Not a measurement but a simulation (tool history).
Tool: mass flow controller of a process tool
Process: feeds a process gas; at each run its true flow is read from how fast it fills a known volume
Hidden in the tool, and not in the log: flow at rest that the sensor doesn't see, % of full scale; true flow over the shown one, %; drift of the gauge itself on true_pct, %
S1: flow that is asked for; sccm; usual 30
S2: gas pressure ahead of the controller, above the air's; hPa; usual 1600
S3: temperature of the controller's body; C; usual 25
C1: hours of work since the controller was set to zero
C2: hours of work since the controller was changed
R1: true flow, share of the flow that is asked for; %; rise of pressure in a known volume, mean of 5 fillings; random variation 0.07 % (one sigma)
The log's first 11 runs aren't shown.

run	hour	S1	S2	S3	C1	C2	R1
12	2140.6	30	1670	31	4160	4160	100.35
13	2260.4	30	2720	31	4247	4247	100.82
# hour 2287: controller's zero set anew
14	2388.1	30	2720	31	74	4339	100.09
15	2548.5	6	1600	25	190	4456	88.03
16	2836.4	6	1600	25	400	4666	87.85
17	3046.9	6	1600	25	553	4819	87.61
18	3238.6	6	1600	25	692	4958	87.59
19	3382.6	6	1600	25	797	5063	87.45
20	3566.8	6	1600	25	931	5197	87.15
21	3814.3	30	1600	25	1111	5377	99.44
# hour 3833.8: controller exchanged for a calibrated one
22	4014.1	30	1600	25	131	131	98.65
# hour 4056.5: controller's zero set anew, once more
23	4137.1	30	1600	25	59	220	98.71
24	4325.7	30	1600	25	196	358	98.69
25	4575.2	30	1600	25	377	539	98.68

Forecast run 26:
26	4762	9	2210	25	513	675	?

{"run 26": {"R1": 97.28}}
Without the tool's hidden state the same run would have given R1 97.63 %.

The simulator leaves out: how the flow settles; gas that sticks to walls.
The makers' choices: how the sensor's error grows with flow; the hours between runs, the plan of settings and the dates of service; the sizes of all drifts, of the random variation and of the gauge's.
